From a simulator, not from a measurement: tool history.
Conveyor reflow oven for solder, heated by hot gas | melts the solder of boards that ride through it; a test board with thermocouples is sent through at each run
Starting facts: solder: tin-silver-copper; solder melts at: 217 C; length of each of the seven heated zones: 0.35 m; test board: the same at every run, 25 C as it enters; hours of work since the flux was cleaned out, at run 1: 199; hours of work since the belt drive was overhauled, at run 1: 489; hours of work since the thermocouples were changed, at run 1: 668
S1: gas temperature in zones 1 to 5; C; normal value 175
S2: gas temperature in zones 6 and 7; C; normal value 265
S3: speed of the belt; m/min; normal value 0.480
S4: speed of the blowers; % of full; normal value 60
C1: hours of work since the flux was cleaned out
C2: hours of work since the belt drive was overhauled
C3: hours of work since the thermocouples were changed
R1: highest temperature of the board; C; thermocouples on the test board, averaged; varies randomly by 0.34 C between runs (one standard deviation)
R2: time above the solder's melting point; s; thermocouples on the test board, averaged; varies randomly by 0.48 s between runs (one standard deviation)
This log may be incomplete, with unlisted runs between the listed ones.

run,hour,S1,S2,S3,S4,C1,C2,C3,R1,R2
1,0.0,175,265,0.480,60,199,489,668,240.9,52.2
2,28.3,175,265,0.480,60,211,500,680,240.4,52.8
# hour 37.6: flux residue cleaned out of gas plates and filters
3,80.8,175,265,0.480,60,17,519,699,243.2,54.3
4,116.0,175,265,0.480,60,32,534,713,242.9,54.7
5,149.4,175,265,0.480,60,45,547,726,242.1,54.6
6,173.3,175,265,0.480,60,55,557,736,242.0,54.6
7,217.3,175,265,0.480,60,73,574,754,242.3,54.5
8,246.0,175,265,0.480,60,84,586,765,242.3,54.6
9,266.0,175,265,0.480,60,92,594,774,242.7,54.1
10,294.4,175,265,0.480,60,104,606,785,242.6,54.3
11,331.1,175,265,0.480,60,118,620,800,241.8,54.3
12,372.6,175,265,0.480,60,135,637,817,241.7,54.8
13,416.8,175,265,0.480,60,153,655,834,241.5,53.5
14,445.4,175,254,0.480,50,165,667,846,228.2,31.9
15,488.3,175,265,0.480,87,182,684,863,249.0,63.7
16,513.4,175,265,0.480,87,192,694,873,249.3,64.2
17,534.0,175,265,0.423,60,200,702,882,245.8,67.3
18,560.2,181,265,0.480,60,211,713,892,242.3,57.4
# hour 569.2: flux residue cleaned out of gas plates and filters
# hour 578.8: thermocouples of zones 6 and 7 changed
19,597.4,168,270,0.511,60,11,725,8,244.7,50.1
20,639.4,168,270,0.511,60,28,742,24,244.9,50.3
21,663.2,162,265,0.499,83,37,752,34,247.6,55.7
22,710.0,181,273,0.480,70,56,770,53,255.2,71.4
23,749.0,181,273,0.480,70,72,786,69,255.0,71.6

Branching from run 23: 3 alternative next runs. What would each branch give?
A,792.0,181,278,0.480,51,89,804,86,?,?
B,792.0,163,265,0.398,60,89,804,86,?,?
C,792.0,175,265,0.419,81,89,804,86,?,?

run,R1,R2
A,252.4,66.3
B,247.3,70.1
C,253.1,79.9
Stripped of hidden state, with their random variation kept, the same runs would have yielded:
run,R1,R2
A,252.5,65.5
B,247.5,69.4
C,253.4,79.2
